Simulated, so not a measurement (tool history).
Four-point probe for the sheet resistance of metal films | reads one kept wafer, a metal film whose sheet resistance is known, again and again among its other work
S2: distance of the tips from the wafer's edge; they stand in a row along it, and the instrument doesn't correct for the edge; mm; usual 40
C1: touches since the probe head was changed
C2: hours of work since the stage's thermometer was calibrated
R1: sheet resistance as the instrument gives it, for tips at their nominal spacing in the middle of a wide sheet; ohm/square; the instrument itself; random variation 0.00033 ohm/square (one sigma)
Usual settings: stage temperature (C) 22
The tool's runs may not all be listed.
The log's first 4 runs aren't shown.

run 5 hour=73.5 | stage_temperature_(C)=32 S2=40 | C1=80784 C2=357 | R1=1.627831
run 6 hour=88.4 | stage_temperature_(C)=24 S2=40 | C1=81184 C2=363 | R1=1.639961
run 7 hour=102.8 | stage_temperature_(C)=24 S2=40 | C1=81571 C2=369 | R1=1.640477
run 8 hour=116.8 | stage_temperature_(C)=22 S2=26 | C1=81948 C2=376 | R1=1.643124
run 9 hour=133.9 | stage_temperature_(C)=26 S2=26 | C1=82404 C2=383 | R1=1.637049
run 10 hour=153.1 | stage_temperature_(C)=26 S2=26 | C1=82919 C2=391 | R1=1.637219
run 11 hour=177.1 | stage_temperature_(C)=26 S2=26 | C1=83563 C2=402 | R1=1.636658
run 12 hour=200.3 | stage_temperature_(C)=26 S2=26 | C1=84188 C2=412 | R1=1.636144
run 13 hour=214.3 | stage_temperature_(C)=26 S2=26 | C1=84562 C2=418 | R1=1.6365
run 14 hour=226.4 | stage_temperature_(C)=26 S2=26 | C1=84886 C2=423 | R1=1.636204
run 15 hour=247.4 | stage_temperature_(C)=29 S2=40 | C1=85449 C2=432 | R1=1.631113
run 16 hour=262.9 | stage_temperature_(C)=29 S2=40 | C1=85866 C2=439 | R1=1.630999

The next listed run, before its measurement:
run 17 hour=273.1 | stage_temperature_(C)=29 S2=40 | C1=86140 C2=444 | R1=?

R1: 1.631245 ohm/square
Without the tool's hidden state the same run would have given R1 1.650656 ohm/square.
